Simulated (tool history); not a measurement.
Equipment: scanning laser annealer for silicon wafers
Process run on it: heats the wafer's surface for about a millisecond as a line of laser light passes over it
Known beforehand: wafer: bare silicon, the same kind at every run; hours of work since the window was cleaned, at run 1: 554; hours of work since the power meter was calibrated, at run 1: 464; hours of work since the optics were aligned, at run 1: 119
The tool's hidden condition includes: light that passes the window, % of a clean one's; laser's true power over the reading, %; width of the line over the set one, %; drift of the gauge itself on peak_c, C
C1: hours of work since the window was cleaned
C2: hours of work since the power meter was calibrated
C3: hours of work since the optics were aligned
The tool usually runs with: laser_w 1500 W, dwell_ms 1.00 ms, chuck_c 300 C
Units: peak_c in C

{"run": 1, "hour": 0.0, "laser_w": 1500, "dwell_ms": 1.0, "chuck_c": 300, "C1": 554, "C2": 464, "C3": 119, "peak_c": 1038}
{"run": 2, "hour": 29.0, "laser_w": 1282, "dwell_ms": 1.0, "chuck_c": 300, "C1": 566, "C2": 477, "C3": 132, "peak_c": 903}
{"run": 3, "hour": 62.0, "laser_w": 1282, "dwell_ms": 1.0, "chuck_c": 300, "C1": 580, "C2": 491, "C3": 146, "peak_c": 901}
{"run": 4, "hour": 81.7, "laser_w": 1282, "dwell_ms": 1.0, "chuck_c": 300, "C1": 588, "C2": 499, "C3": 154, "peak_c": 901}
{"run": 5, "hour": 117.0, "laser_w": 1500, "dwell_ms": 1.21, "chuck_c": 300, "C1": 603, "C2": 514, "C3": 169, "peak_c": 1104}
{"run": 6, "hour": 136.8, "laser_w": 1500, "dwell_ms": 1.21, "chuck_c": 300, "C1": 612, "C2": 522, "C3": 177, "peak_c": 1100}
{"run": 7, "hour": 168.6, "laser_w": 1500, "dwell_ms": 1.02, "chuck_c": 300, "C1": 625, "C2": 536, "C3": 191, "peak_c": 1049}
{"run": 8, "hour": 198.6, "laser_w": 1500, "dwell_ms": 1.09, "chuck_c": 300, "C1": 638, "C2": 549, "C3": 203, "peak_c": 1064}
{"run": 9, "hour": 216.2, "laser_w": 1500, "dwell_ms": 0.83, "chuck_c": 300, "C1": 645, "C2": 556, "C3": 211, "peak_c": 980}
{"run": 10, "hour": 247.0, "laser_w": 1500, "dwell_ms": 1.0, "chuck_c": 300, "C1": 658, "C2": 569, "C3": 224, "peak_c": 1035}
{"run": 11, "hour": 278.6, "laser_w": 1500, "dwell_ms": 1.0, "chuck_c": 300, "C1": 672, "C2": 582, "C3": 237, "peak_c": 1038}
{"run": 12, "hour": 301.8, "laser_w": 1500, "dwell_ms": 0.75, "chuck_c": 300, "C1": 681, "C2": 592, "C3": 247, "peak_c": 950}
{"run": 13, "hour": 321.5, "laser_w": 1500, "dwell_ms": 0.75, "chuck_c": 300, "C1": 690, "C2": 601, "C3": 256, "peak_c": 953}
{"run": 14, "hour": 352.9, "laser_w": 1500, "dwell_ms": 0.75, "chuck_c": 300, "C1": 703, "C2": 614, "C3": 269, "peak_c": 950}
{"run": 15, "hour": 379.0, "laser_w": 1500, "dwell_ms": 0.83, "chuck_c": 300, "C1": 714, "C2": 625, "C3": 280, "peak_c": 977}
{"run": 16, "hour": 398.5, "laser_w": 1500, "dwell_ms": 1.0, "chuck_c": 284, "C1": 722, "C2": 633, "C3": 288, "peak_c": 1022}
{"run": 17, "hour": 426.5, "laser_w": 1500, "dwell_ms": 1.0, "chuck_c": 284, "C1": 734, "C2": 645, "C3": 300, "peak_c": 1021}
{"run": 18, "hour": 445.7, "laser_w": 1543, "dwell_ms": 1.0, "chuck_c": 281, "C1": 742, "C2": 653, "C3": 308, "peak_c": 1049}
{"run": 19, "hour": 466.8, "laser_w": 1398, "dwell_ms": 1.0, "chuck_c": 276, "C1": 751, "C2": 662, "C3": 317, "peak_c": 951}
{"run": 20, "hour": 484.1, "laser_w": 1398, "dwell_ms": 1.0, "chuck_c": 276, "C1": 759, "C2": 670, "C3": 324, "peak_c": 949}
{"run": 21, "hour": 518.1, "laser_w": 1605, "dwell_ms": 1.07, "chuck_c": 261, "C1": 773, "C2": 684, "C3": 339, "peak_c": 1093}
{"run": 22, "hour": 537.3, "laser_w": 1605, "dwell_ms": 1.07, "chuck_c": 261, "C1": 781, "C2": 692, "C3": 347, "peak_c": 1090}
{"run": 23, "hour": 573.0, "laser_w": 1301, "dwell_ms": 0.89, "chuck_c": 261, "C1": 796, "C2": 707, "C3": 362, "peak_c": 846}
{"run": 24, "hour": 596.6, "laser_w": 1500, "dwell_ms": 0.77, "chuck_c": 300, "C1": 806, "C2": 717, "C3": 372, "peak_c": 959}
{"run": 25, "hour": 615.4, "laser_w": 1294, "dwell_ms": 0.97, "chuck_c": 298, "C1": 814, "C2": 725, "C3": 380, "peak_c": 898}
{"run": 26, "hour": 640.6, "laser_w": 1586, "dwell_ms": 1.0, "chuck_c": 283, "C1": 825, "C2": 736, "C3": 391, "peak_c": 1077}
{"run": 27, "hour": 673.9, "laser_w": 1325, "dwell_ms": 0.84, "chuck_c": 283, "C1": 839, "C2": 750, "C3": 405, "peak_c": 863}
{"run": 28, "hour": 694.0, "laser_w": 1615, "dwell_ms": 0.83, "chuck_c": 339, "C1": 848, "C2": 759, "C3": 413, "peak_c": 1083}
{"run": 29, "hour": 713.2, "laser_w": 1615, "dwell_ms": 0.83, "chuck_c": 339, "C1": 856, "C2": 767, "C3": 422, "peak_c": 1085}
{"hour": 742.3, "done": "window over the wafer cleaned"}
{"run": 30, "hour": 742.3, "laser_w": 1432, "dwell_ms": 1.05, "chuck_c": 300, "C1": 0, "C2": 778, "C3": 433, "peak_c": 1011}

3 options for the next run, each taken on its own from the tool as it stands now. Forecast them:
{"run": "A", "hour": 766.0, "laser_w": 1608, "dwell_ms": 1.0, "chuck_c": 311, "C1": 10, "C2": 788, "C3": 443, "peak_c": "?"}
{"run": "B", "hour": 766.0, "laser_w": 1500, "dwell_ms": 0.95, "chuck_c": 301, "C1": 10, "C2": 788, "C3": 443, "peak_c": "?"}
{"run": "C", "hour": 766.0, "laser_w": 1528, "dwell_ms": 0.7, "chuck_c": 303, "C1": 10, "C2": 788, "C3": 443, "peak_c": "?"}

run=A peak_c=1119
run=B peak_c=1022
run=C peak_c=950
Without the tool's hidden state the same runs would have given:
run=A peak_c=1119
run=B peak_c=1023
run=C peak_c=951
